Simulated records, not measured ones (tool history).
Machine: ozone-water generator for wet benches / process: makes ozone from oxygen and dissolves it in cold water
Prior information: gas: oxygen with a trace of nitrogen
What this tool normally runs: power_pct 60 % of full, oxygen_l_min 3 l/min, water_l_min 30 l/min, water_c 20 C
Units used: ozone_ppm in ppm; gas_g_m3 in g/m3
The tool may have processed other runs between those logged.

{"run": 1, "hour": 0.0, "power_pct": 60, "oxygen_l_min": 3, "water_l_min": 30, "water_c": 20, "ozone_ppm": 6, "gas_g_m3": 127.9}
{"run": 2, "hour": 36.2, "power_pct": 60, "oxygen_l_min": 3.69, "water_l_min": 30, "water_c": 20, "ozone_ppm": 6.1, "gas_g_m3": 115.1}
{"run": 3, "hour": 66.0, "power_pct": 60, "oxygen_l_min": 3.69, "water_l_min": 30, "water_c": 20, "ozone_ppm": 6.1, "gas_g_m3": 113.9}
{"run": 4, "hour": 86.5, "power_pct": 60, "oxygen_l_min": 3.69, "water_l_min": 30, "water_c": 20, "ozone_ppm": 6.2, "gas_g_m3": 115.2}
{"run": 5, "hour": 105.6, "power_pct": 60, "oxygen_l_min": 3.69, "water_l_min": 30, "water_c": 20, "ozone_ppm": 6.1, "gas_g_m3": 114}
{"run": 6, "hour": 127.5, "power_pct": 56, "oxygen_l_min": 3, "water_l_min": 30, "water_c": 20, "ozone_ppm": 5.5, "gas_g_m3": 121}
{"run": 7, "hour": 145.7, "power_pct": 56, "oxygen_l_min": 3, "water_l_min": 30, "water_c": 20, "ozone_ppm": 5.5, "gas_g_m3": 121.3}
{"run": 8, "hour": 175.4, "power_pct": 41, "oxygen_l_min": 3, "water_l_min": 30, "water_c": 20, "ozone_ppm": 4.5, "gas_g_m3": 96.6}
{"run": 9, "hour": 194.2, "power_pct": 41, "oxygen_l_min": 3, "water_l_min": 30, "water_c": 20, "ozone_ppm": 4.5, "gas_g_m3": 95.2}
{"run": 10, "hour": 223.3, "power_pct": 60, "oxygen_l_min": 3.22, "water_l_min": 30, "water_c": 20, "ozone_ppm": 6, "gas_g_m3": 122.2}
{"run": 11, "hour": 251.9, "power_pct": 60, "oxygen_l_min": 3.22, "water_l_min": 30, "water_c": 20, "ozone_ppm": 6, "gas_g_m3": 122.9}
{"run": 12, "hour": 281.1, "power_pct": 60, "oxygen_l_min": 3, "water_l_min": 30, "water_c": 12, "ozone_ppm": 6.2, "gas_g_m3": 125.6}
{"run": 13, "hour": 307.9, "power_pct": 63, "oxygen_l_min": 3, "water_l_min": 30, "water_c": 20, "ozone_ppm": 6, "gas_g_m3": 130.8}
{"run": 14, "hour": 334.7, "power_pct": 63, "oxygen_l_min": 3, "water_l_min": 30, "water_c": 20, "ozone_ppm": 6.4, "gas_g_m3": 132}
{"run": 15, "hour": 372.3, "power_pct": 95, "oxygen_l_min": 3.4, "water_l_min": 30, "water_c": 25, "ozone_ppm": 8, "gas_g_m3": 165.9}
{"run": 16, "hour": 408.4, "power_pct": 48, "oxygen_l_min": 2.33, "water_l_min": 38, "water_c": 18, "ozone_ppm": 3.8, "gas_g_m3": 122.3}
{"run": 17, "hour": 439.5, "power_pct": 48, "oxygen_l_min": 2.33, "water_l_min": 38, "water_c": 18, "ozone_ppm": 3.8, "gas_g_m3": 122.6}
{"run": 18, "hour": 461.2, "power_pct": 60, "oxygen_l_min": 2.27, "water_l_min": 30, "water_c": 20, "ozone_ppm": 5.4, "gas_g_m3": 145.8}
{"run": 19, "hour": 480.4, "power_pct": 60, "oxygen_l_min": 2.91, "water_l_min": 30, "water_c": 20, "ozone_ppm": 5.7, "gas_g_m3": 128.9}
{"run": 20, "hour": 504.1, "power_pct": 60, "oxygen_l_min": 2.91, "water_l_min": 30, "water_c": 20, "ozone_ppm": 5.9, "gas_g_m3": 126.3}
{"run": 21, "hour": 531.2, "power_pct": 75, "oxygen_l_min": 3.02, "water_l_min": 30, "water_c": 18, "ozone_ppm": 7, "gas_g_m3": 147.1}
{"run": 22, "hour": 556.1, "power_pct": 60, "oxygen_l_min": 3.93, "water_l_min": 30, "water_c": 20, "ozone_ppm": 6.3, "gas_g_m3": 109.9}
{"run": 23, "hour": 590.6, "power_pct": 69, "oxygen_l_min": 3, "water_l_min": 30, "water_c": 16, "ozone_ppm": 6.7, "gas_g_m3": 140.3}
{"run": 24, "hour": 616.4, "power_pct": 73, "oxygen_l_min": 4.69, "water_l_min": 30, "water_c": 20, "ozone_ppm": 7.3, "gas_g_m3": 115.3}
{"run": 25, "hour": 647.7, "power_pct": 87, "oxygen_l_min": 3, "water_l_min": 30, "water_c": 20, "ozone_ppm": 7.6, "gas_g_m3": 165.4}
{"run": 26, "hour": 665.1, "power_pct": 42, "oxygen_l_min": 2.6, "water_l_min": 30, "water_c": 13, "ozone_ppm": 4.6, "gas_g_m3": 104.7}
{"run": 27, "hour": 682.5, "power_pct": 63, "oxygen_l_min": 4.86, "water_l_min": 30, "water_c": 20, "ozone_ppm": 6.5, "gas_g_m3": 101.7}
{"run": 28, "hour": 704.5, "power_pct": 63, "oxygen_l_min": 4.86, "water_l_min": 30, "water_c": 20, "ozone_ppm": 6.6, "gas_g_m3": 101.7}

Here are 4 independent what-if runs from the current tool condition. What would each one return?
{"run": "A", "hour": 720.4, "power_pct": 82, "oxygen_l_min": 3.12, "water_l_min": 30, "water_c": 23, "ozone_ppm": "?", "gas_g_m3": "?"}
{"run": "B", "hour": 720.4, "power_pct": 98, "oxygen_l_min": 4.83, "water_l_min": 30, "water_c": 18, "ozone_ppm": "?", "gas_g_m3": "?"}
{"run": "C", "hour": 720.4, "power_pct": 60, "oxygen_l_min": 3.03, "water_l_min": 33, "water_c": 20, "ozone_ppm": "?", "gas_g_m3": "?"}
{"run": "D", "hour": 720.4, "power_pct": 59, "oxygen_l_min": 3.65, "water_l_min": 30, "water_c": 15, "ozone_ppm": "?", "gas_g_m3": "?"}

run=A ozone_ppm=7.2 gas_g_m3=153.1
run=B ozone_ppm=9.2 gas_g_m3=140.6
run=C ozone_ppm=5.3 gas_g_m3=125.4
run=D ozone_ppm=6.3 gas_g_m3=112.1
With the hidden condition removed and each run's random variation left untouched, the same runs would have given:
run=A ozone_ppm=7.6 gas_g_m3=161.2
run=B ozone_ppm=9.9 gas_g_m3=148.9
run=C ozone_ppm=5.6 gas_g_m3=130.7
run=D ozone_ppm=6.6 gas_g_m3=116.7

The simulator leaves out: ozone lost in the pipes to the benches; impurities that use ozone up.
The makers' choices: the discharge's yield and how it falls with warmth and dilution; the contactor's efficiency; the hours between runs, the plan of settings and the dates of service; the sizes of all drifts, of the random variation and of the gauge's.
